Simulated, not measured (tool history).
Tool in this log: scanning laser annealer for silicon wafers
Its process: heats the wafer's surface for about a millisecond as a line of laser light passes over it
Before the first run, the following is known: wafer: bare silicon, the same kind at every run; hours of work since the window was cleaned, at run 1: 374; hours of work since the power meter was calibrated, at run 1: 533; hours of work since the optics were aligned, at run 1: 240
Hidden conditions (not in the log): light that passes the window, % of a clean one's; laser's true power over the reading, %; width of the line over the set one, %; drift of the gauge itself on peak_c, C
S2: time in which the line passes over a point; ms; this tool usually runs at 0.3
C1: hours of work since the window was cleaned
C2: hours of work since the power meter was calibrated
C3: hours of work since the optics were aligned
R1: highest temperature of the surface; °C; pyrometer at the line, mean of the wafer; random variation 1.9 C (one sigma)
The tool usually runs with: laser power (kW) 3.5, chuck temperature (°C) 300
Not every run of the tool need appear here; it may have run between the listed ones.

{"run": 1, "hour": 0.0, "laser power (kW)": 3.5, "S2": 0.3, "chuck temperature (°C)": 300, "C1": 374, "C2": 533, "C3": 240, "R1": 1066}
{"run": 2, "hour": 25.2, "laser power (kW)": 3.5, "S2": 0.3, "chuck temperature (°C)": 300, "C1": 387, "C2": 545, "C3": 252, "R1": 1067}
{"run": 3, "hour": 55.1, "laser power (kW)": 3.5, "S2": 0.3, "chuck temperature (°C)": 288, "C1": 401, "C2": 560, "C3": 266, "R1": 1056}
{"run": 4, "hour": 78.6, "laser power (kW)": 3.5, "S2": 0.3, "chuck temperature (°C)": 288, "C1": 412, "C2": 571, "C3": 278, "R1": 1052}
{"hour": 91.3, "done": "window over the wafer cleaned"}
{"run": 5, "hour": 94.4, "laser power (kW)": 3.5, "S2": 0.3, "chuck temperature (°C)": 288, "C1": 2, "C2": 578, "C3": 284, "R1": 1037}
{"run": 6, "hour": 112.7, "laser power (kW)": 3.5, "S2": 0.3, "chuck temperature (°C)": 288, "C1": 10, "C2": 587, "C3": 293, "R1": 1036}
{"run": 7, "hour": 129.4, "laser power (kW)": 3.5, "S2": 0.3, "chuck temperature (°C)": 288, "C1": 18, "C2": 595, "C3": 301, "R1": 1036}
{"run": 8, "hour": 151.9, "laser power (kW)": 3.5, "S2": 0.3, "chuck temperature (°C)": 300, "C1": 29, "C2": 606, "C3": 312, "R1": 1048}
{"run": 9, "hour": 167.9, "laser power (kW)": 3.5, "S2": 0.3, "chuck temperature (°C)": 300, "C1": 37, "C2": 614, "C3": 320, "R1": 1046}
{"run": 10, "hour": 193.5, "laser power (kW)": 3.5, "S2": 0.3, "chuck temperature (°C)": 300, "C1": 49, "C2": 626, "C3": 332, "R1": 1043}
{"hour": 208.9, "done": "window over the wafer cleaned, once more"}
{"run": 11, "hour": 222.7, "laser power (kW)": 3.5, "S2": 0.247, "chuck temperature (°C)": 300, "C1": 7, "C2": 639, "C3": 345, "R1": 1028}
{"run": 12, "hour": 236.8, "laser power (kW)": 3.5, "S2": 0.247, "chuck temperature (°C)": 300, "C1": 14, "C2": 646, "C3": 352, "R1": 1029}
{"run": 13, "hour": 265.5, "laser power (kW)": 3.5, "S2": 0.247, "chuck temperature (°C)": 300, "C1": 27, "C2": 660, "C3": 366, "R1": 1024}
{"run": 14, "hour": 281.0, "laser power (kW)": 3.5, "S2": 0.247, "chuck temperature (°C)": 300, "C1": 35, "C2": 667, "C3": 374, "R1": 1023}
{"run": 15, "hour": 308.6, "laser power (kW)": 3.5, "S2": 0.247, "chuck temperature (°C)": 300, "C1": 48, "C2": 681, "C3": 387, "R1": 1024}
{"run": 16, "hour": 325.0, "laser power (kW)": 3.5, "S2": 0.247, "chuck temperature (°C)": 300, "C1": 56, "C2": 689, "C3": 395, "R1": 1023}
{"run": 17, "hour": 346.5, "laser power (kW)": 3.817, "S2": 0.307, "chuck temperature (°C)": 277, "C1": 67, "C2": 699, "C3": 405, "R1": 1164}
{"run": 18, "hour": 374.2, "laser power (kW)": 3.793, "S2": 0.342, "chuck temperature (°C)": 268, "C1": 80, "C2": 712, "C3": 419, "R1": 1195}
{"run": 19, "hour": 404.0, "laser power (kW)": 3.254, "S2": 0.3, "chuck temperature (°C)": 300, "C1": 94, "C2": 727, "C3": 433, "R1": 1025}
{"run": 20, "hour": 420.5, "laser power (kW)": 3.265, "S2": 0.36, "chuck temperature (°C)": 337, "C1": 102, "C2": 735, "C3": 441, "R1": 1136}
{"run": 21, "hour": 440.7, "laser power (kW)": 3.5, "S2": 0.363, "chuck temperature (°C)": 338, "C1": 112, "C2": 745, "C3": 451, "R1": 1210}
{"run": 22, "hour": 471.3, "laser power (kW)": 3.5, "S2": 0.363, "chuck temperature (°C)": 338, "C1": 127, "C2": 759, "C3": 466, "R1": 1204}
{"run": 23, "hour": 503.4, "laser power (kW)": 3.5, "S2": 0.363, "chuck temperature (°C)": 338, "C1": 143, "C2": 775, "C3": 481, "R1": 1202}
{"run": 24, "hour": 524.8, "laser power (kW)": 3.437, "S2": 0.25, "chuck temperature (°C)": 315, "C1": 153, "C2": 785, "C3": 492, "R1": 1013}
{"run": 25, "hour": 556.1, "laser power (kW)": 3.437, "S2": 0.25, "chuck temperature (°C)": 315, "C1": 168, "C2": 800, "C3": 507, "R1": 1017}
{"run": 26, "hour": 582.6, "laser power (kW)": 3.419, "S2": 0.32, "chuck temperature (°C)": 318, "C1": 181, "C2": 813, "C3": 520, "R1": 1103}
{"run": 27, "hour": 599.7, "laser power (kW)": 3.419, "S2": 0.32, "chuck temperature (°C)": 318, "C1": 189, "C2": 822, "C3": 528, "R1": 1101}
{"run": 28, "hour": 614.9, "laser power (kW)": 3.419, "S2": 0.22, "chuck temperature (°C)": 276, "C1": 196, "C2": 829, "C3": 535, "R1": 925}
{"run": 29, "hour": 633.2, "laser power (kW)": 3.419, "S2": 0.267, "chuck temperature (°C)": 287, "C1": 205, "C2": 838, "C3": 544, "R1": 1000}
{"run": 30, "hour": 664.2, "laser power (kW)": 3.668, "S2": 0.344, "chuck temperature (°C)": 288, "C1": 220, "C2": 853, "C3": 559, "R1": 1167}
{"run": 31, "hour": 679.1, "laser power (kW)": 3.696, "S2": 0.21, "chuck temperature (°C)": 282, "C1": 228, "C2": 860, "C3": 566, "R1": 977}

Per-run results on a tool with no hidden state, each run keeping its own random variation:
run=1 R1=1110
run=2 R1=1113
run=3 R1=1103
run=4 R1=1100
run=5 R1=1097
run=6 R1=1097
run=7 R1=1098
run=8 R1=1112
run=9 R1=1110
run=10 R1=1109
run=11 R1=1035
run=12 R1=1037
run=13 R1=1033
run=14 R1=1034
run=15 R1=1036
run=16 R1=1036
run=17 R1=1182
run=18 R1=1215
run=19 R1=1042
run=20 R1=1156
run=21 R1=1233
run=22 R1=1229
run=23 R1=1229
run=24 R1=1036
run=25 R1=1042
run=26 R1=1133
run=27 R1=1131
run=28 R1=951
run=29 R1=1030
run=30 R1=1205
run=31 R1=1008
